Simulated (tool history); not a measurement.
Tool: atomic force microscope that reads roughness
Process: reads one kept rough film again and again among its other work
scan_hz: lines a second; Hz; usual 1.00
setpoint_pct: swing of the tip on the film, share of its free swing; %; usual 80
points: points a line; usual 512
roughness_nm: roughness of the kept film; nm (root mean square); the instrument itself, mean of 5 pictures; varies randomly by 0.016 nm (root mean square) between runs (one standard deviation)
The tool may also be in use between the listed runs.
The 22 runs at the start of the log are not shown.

run,hour,scan_hz,setpoint_pct,points,roughness_nm
23,235.9,0.75,73,392,3.827
24,243.6,0.97,80,625,3.738
25,255.0,0.97,80,432,3.723
26,265.5,0.97,66,644,3.787
27,277.6,1.00,80,277,3.634
28,287.2,1.00,80,277,3.593
# hour 293.6: new tip fitted
29,302.3,3.15,80,512,3.489
30,317.3,3.52,77,512,3.476
31,329.1,3.52,77,512,3.464
32,338.7,3.52,77,512,3.426

What will run 33 give?
33,350.0,3.52,77,512,?

{"run 33": {"roughness_nm": 3.407}}
If the tool had no hidden condition, the same run with the same run-to-run variation would have returned roughness_nm 3.548 nm (root mean square).
